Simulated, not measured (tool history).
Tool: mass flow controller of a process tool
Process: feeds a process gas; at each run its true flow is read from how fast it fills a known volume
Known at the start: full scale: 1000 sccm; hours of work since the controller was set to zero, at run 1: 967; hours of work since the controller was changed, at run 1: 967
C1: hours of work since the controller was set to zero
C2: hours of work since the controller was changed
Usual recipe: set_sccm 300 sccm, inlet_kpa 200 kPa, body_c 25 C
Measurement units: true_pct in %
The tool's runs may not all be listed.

run 1 day=0 | set_sccm=300 inlet_kpa=200 body_c=25 | C1=967 C2=967 | true_pct=98.36
run 2 day=3.433 | set_sccm=300 inlet_kpa=200 body_c=25 | C1=1017 C2=1017 | true_pct=98.24
run 3 day=6.108 | set_sccm=300 inlet_kpa=200 body_c=25 | C1=1057 C2=1057 | true_pct=98.21
run 4 day=8.638 | set_sccm=300 inlet_kpa=200 body_c=25 | C1=1094 C2=1094 | true_pct=98.02
run 5 day=11.525 | set_sccm=300 inlet_kpa=146 body_c=25 | C1=1137 C2=1137 | true_pct=98.29
run 6 day=16.742 | set_sccm=300 inlet_kpa=146 body_c=25 | C1=1214 C2=1214 | true_pct=98.08
run 7 day=19.975 | set_sccm=300 inlet_kpa=216 body_c=25 | C1=1261 C2=1261 | true_pct=97.62
run 8 day=23.133 | set_sccm=300 inlet_kpa=215 body_c=25 | C1=1308 C2=1308 | true_pct=97.5
run 9 day=26.592 | set_sccm=300 inlet_kpa=215 body_c=25 | C1=1359 C2=1359 | true_pct=97.37
run 10 day=29.462 | set_sccm=300 inlet_kpa=215 body_c=25 | C1=1401 C2=1401 | true_pct=97.25

Here are 4 independent what-if runs from the current tool condition. What would each one return?
run A day=35.088 | set_sccm=300 inlet_kpa=203 body_c=25 | C1=1484 C2=1484 | true_pct=?
run B day=35.088 | set_sccm=886 inlet_kpa=153 body_c=29 | C1=1484 C2=1484 | true_pct=?
run C day=35.088 | set_sccm=142 inlet_kpa=264 body_c=27 | C1=1484 C2=1484 | true_pct=?
run D day=35.088 | set_sccm=183 inlet_kpa=200 body_c=23 | C1=1484 C2=1484 | true_pct=?

run=A true_pct=97.18
run=B true_pct=99.07
run=C true_pct=96.65
run=D true_pct=96.75
Take away the tool's hidden state, keep each run's random variation, and the runs would have read:
run=A true_pct=98.35
run=B true_pct=100.27
run=C true_pct=97.82
run=D true_pct=97.92
